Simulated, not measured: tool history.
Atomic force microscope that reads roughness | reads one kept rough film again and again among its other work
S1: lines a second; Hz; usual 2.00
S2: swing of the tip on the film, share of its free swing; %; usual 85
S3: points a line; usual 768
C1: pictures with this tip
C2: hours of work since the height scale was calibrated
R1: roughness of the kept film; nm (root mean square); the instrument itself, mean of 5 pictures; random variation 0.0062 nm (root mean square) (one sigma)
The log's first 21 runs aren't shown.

run	hour	S1	S2	S3	C1	C2	R1
22	371.0	1.75	66	587	120	278	1.136
23	384.4	1.75	66	587	138	285	1.107
24	403.5	2.00	85	398	164	295	1.028
25	416.2	2.00	85	454	182	302	1.011
# hour 426.5: new tip fitted
26	434.1	2.00	80	270	10	311	1.185
27	457.6	3.31	85	280	42	323	1.072
28	470.8	0.62	85	332	60	330	1.181
29	491.1	0.62	85	332	88	341	1.158
30	505.2	0.62	85	290	107	348	1.132
31	514.6	1.02	61	430	120	353	1.141
32	530.7	0.73	63	354	142	361	1.123
33	546.3	0.73	63	354	163	370	1.110
34	563.2	0.71	61	317	186	378	1.078
# hour 570.4: new tip fitted
35	577.1	0.71	61	317	9	386	1.281
36	592.9	1.51	69	297	31	394	1.213

Forecast each of these 3 alternatives for the next run:
A	616.2	1.51	69	739	63	406	?
B	616.2	1.51	69	542	63	406	?
C	616.2	2.00	83	464	63	406	?

run	R1
A	1.182
B	1.190
C	1.118
Without the tool's hidden state the same runs would have given:
run	R1
A	1.273
B	1.281
C	1.205
